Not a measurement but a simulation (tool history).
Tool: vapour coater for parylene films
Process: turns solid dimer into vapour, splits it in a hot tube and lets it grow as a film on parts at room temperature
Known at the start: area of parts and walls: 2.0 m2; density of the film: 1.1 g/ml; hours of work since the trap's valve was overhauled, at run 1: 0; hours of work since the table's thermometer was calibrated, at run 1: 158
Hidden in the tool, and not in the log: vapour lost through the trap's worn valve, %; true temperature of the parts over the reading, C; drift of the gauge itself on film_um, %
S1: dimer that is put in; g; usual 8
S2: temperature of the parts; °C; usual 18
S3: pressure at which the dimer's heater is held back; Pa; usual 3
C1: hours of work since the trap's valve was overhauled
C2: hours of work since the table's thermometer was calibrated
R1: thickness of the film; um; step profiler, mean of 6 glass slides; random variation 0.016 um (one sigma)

run   hour  S1  S2    S3   C1   C2    R1
  1      0   8  18     3    0  158  2.29
  2   22.9  14  18     3   12  170  4.02
  3   38.7   8  18  5.92   19  178  2.06
  4   52.8   8  18  5.92   27  185  2.03
  5   69.4   8  18  5.92   35  193  2.05
  6   88.5   8  18  5.92   44  203  2.03
  7  112.8   8  18  5.92   57  215  2.03
  8  132.9   8  18  5.92   67  225  2.04
  9  150.1   8  18  5.92   75  234  2.05
 10  175.3   8  18     3   88  246  2.26
 11  189.3   8  24     3   95  253  1.74
 12  202.6   8  18     3  102  260  2.29
 13  226.4   8  18     3  114  272  2.26
 14  240.5   8  14     3  121  279  2.65
 15  265.9   6  18     3  134  292  1.68
     269.1  -- table's thermometer calibrated
 16    285   8  18  4.49  143    8  2.08
 17  304.9   8  18  4.49  153   18  2.08
 18  331.1   8  18  4.49  166   31  2.07
 19  346.3   8  18     3  174   39  2.21
 20  364.9   8  18     3  183   48  2.22
 21  382.1   8  18     3  192   57  2.22
     402.8  -- table's thermometer calibrated, once more
 22  405.7   8  18   8.4  203    1   1.9
 23  430.3   8  19     3  215   14  2.14
 24  443.3   8  18  4.27  222   20  2.14
 25  457.1   8  18  3.56  229   27  2.19
 26  468.1  12  18  3.32  234   33  3.31
 27  485.5  12  18  3.32  243   42  3.27
 28  507.5  12  18  3.32  254   53  3.25
 29  528.5   6  30  5.04  265   63  0.91
 30  543.8   3  18  5.76  272   71  0.75
     561.2  -- trap's valve overhauled
 31  570.5   3  18  5.76    5   82  0.77
 32  592.5   3  15   7.9   16   93  0.81
 33  607.8  10  24  5.15   23  101     2
 34  625.3  10  24  5.15   32  110  2.02
 35  646.9   5  26  4.68   43  121  0.95
 36    664   3  11     3   52  129  1.14
 37  684.7  10  22  6.11   62  140  2.14
 38  705.4   5  14     3   72  150  1.67
 39  727.3   8  18  7.49   83  161  1.96
 40  751.8   4  21  7.17   96  173  0.87
 41  770.6   8  14  2.22  105  183  2.78
 42  789.8   3  12  6.59  115  193  0.93
 43  808.4   3  12  6.59  124  202  0.94
 44  823.9   6  12  6.59  132  210  1.89
 45  840.4  12  12  2.32  140  218  4.51
 46    857   5  22   4.2  149  226  1.11
 47  878.1  11  12  9.26  159  237  3.29

Forecast each of these 4 alternatives for the next run:
  A  893.8  11  12  3.17  167  245   ?
  B  893.8  14  25  4.29  167  245   ?
  C  893.8   7  12  3.25  167  245   ?
  D  893.8   7  11  9.26  167  245   ?

run    R1
  A   3.9
  B  2.72
  C  2.45
  D  2.18
Without the tool's hidden state the same runs would have given:
run    R1
  A  4.07
  B  2.84
  C  2.55
  D  2.27
